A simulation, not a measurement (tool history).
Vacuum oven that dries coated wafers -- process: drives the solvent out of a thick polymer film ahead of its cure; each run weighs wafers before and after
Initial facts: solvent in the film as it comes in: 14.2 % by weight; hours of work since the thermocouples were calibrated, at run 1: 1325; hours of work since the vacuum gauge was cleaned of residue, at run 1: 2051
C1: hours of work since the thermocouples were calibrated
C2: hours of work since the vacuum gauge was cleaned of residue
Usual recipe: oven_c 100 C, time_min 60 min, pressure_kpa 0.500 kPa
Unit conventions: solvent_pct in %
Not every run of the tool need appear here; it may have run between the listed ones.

Run 1, hour 0.0: usual settings; C1 1325; C2 2051. Result: solvent_pct 3.02 %.
Run 2, hour 116.3: usual settings; C1 1394; C2 2120. Result: solvent_pct 3.04 %.
Run 3, hour 167.4: usual settings; C1 1425; C2 2151. Result: solvent_pct 3.13 %.
Run 4, hour 263.2: usual settings; C1 1483; C2 2208. Result: solvent_pct 3.04 %.
Run 5, hour 346.8: usual settings but time_min 53 min; C1 1533; C2 2258. Result: solvent_pct 3.50 %.
Run 6, hour 414.0: usual settings but time_min 53 min; C1 1573; C2 2299. Result: solvent_pct 3.52 %.
At hour 426.7: oven's thermocouples calibrated.
Run 7, hour 525.4: usual settings but time_min 53 min; C1 59; C2 2364. Result: solvent_pct 3.44 %.
At hour 595.7: vacuum gauge cleaned of residue and calibrated.
Run 8, hour 617.4: usual settings; C1 113; C2 13. Result: solvent_pct 2.81 %.
Run 9, hour 689.2: usual settings; C1 157; C2 56. Result: solvent_pct 2.76 %.
Run 10, hour 784.5: usual settings but pressure_kpa 0.350 kPa; C1 214; C2 113. Result: solvent_pct 2.73 %.
Run 11, hour 892.1: usual settings but pressure_kpa 0.261 kPa; C1 278; C2 178. Result: solvent_pct 2.67 %.
Run 12, hour 1002.2: usual settings but time_min 31 min, pressure_kpa 0.261 kPa; C1 344; C2 244. Result: solvent_pct 5.35 %.
Run 13, hour 1120.5: usual settings; C1 415; C2 315. Result: solvent_pct 2.81 %.
At hour 1172.8: oven's thermocouples calibrated, once more.
Run 14, hour 1219.4: usual settings; C1 28; C2 373. Result: solvent_pct 3.21 %.
Run 15, hour 1315.6: usual settings; C1 86; C2 430. Result: solvent_pct 3.28 %.
Run 16, hour 1385.3: usual settings but pressure_kpa 0.633 kPa; C1 127; C2 472. Result: solvent_pct 3.37 %.
Run 17, hour 1504.2: usual settings but pressure_kpa 0.633 kPa; C1 199; C2 544. Result: solvent_pct 3.22 %.
Run 18, hour 1598.4: usual settings but pressure_kpa 0.633 kPa; C1 255; C2 600. Result: solvent_pct 3.30 %.
Run 19, hour 1710.4: usual settings but pressure_kpa 0.260 kPa; C1 322; C2 667. Result: solvent_pct 3.06 %.
Run 20, hour 1801.9: usual settings but pressure_kpa 0.260 kPa; C1 377; C2 722. Result: solvent_pct 3.09 %.
Run 21, hour 1921.1: usual settings but pressure_kpa 0.260 kPa; C1 449; C2 794. Result: solvent_pct 3.05 %.
Run 22, hour 2006.1: usual settings but oven_c 110 C; C1 500; C2 845. Result: solvent_pct 1.04 %.
Run 23, hour 2061.2: usual settings but oven_c 89 C; C1 533; C2 878. Result: solvent_pct 6.36 %.
Run 24, hour 2144.4: usual settings but oven_c 89 C; C1 583; C2 927. Result: solvent_pct 6.37 %.
Run 25, hour 2256.1: usual settings but oven_c 89 C; C1 650; C2 994. Result: solvent_pct 6.35 %.
Run 26, hour 2363.8: usual settings but oven_c 107 C, time_min 54 min, pressure_kpa 0.797 kPa; C1 714; C2 1059. Result: solvent_pct 1.95 %.
Run 27, hour 2425.0: usual settings but oven_c 90 C, time_min 74 min, pressure_kpa 0.358 kPa; C1 751; C2 1096. Result: solvent_pct 5.10 %.
Run 28, hour 2533.9: usual settings but oven_c 90 C, time_min 74 min, pressure_kpa 0.358 kPa; C1 816; C2 1161. Result: solvent_pct 5.10 %.
Run 29, hour 2640.9: usual settings but oven_c 95 C, time_min 64 min, pressure_kpa 1.004 kPa; C1 880; C2 1225. Result: solvent_pct 4.64 %.
Run 30, hour 2737.8: usual settings but oven_c 92 C, time_min 71 min; C1 938; C2 1283. Result: solvent_pct 4.76 %.
Run 31, hour 2787.7: usual settings but oven_c 92 C, time_min 71 min; C1 968; C2 1313. Result: solvent_pct 4.72 %.

Predict the results of run 32:
Run 32, hour 2901.6: usual settings but oven_c 92 C, time_min 58 min, pressure_kpa 1.159 kPa; C1 1037; C2 1381. Result: solvent_pct ?.

Run 32 produced solvent_pct 6.00 %.
The same run, on a tool lacking any hidden state, would have yielded solvent_pct 6.11 %.
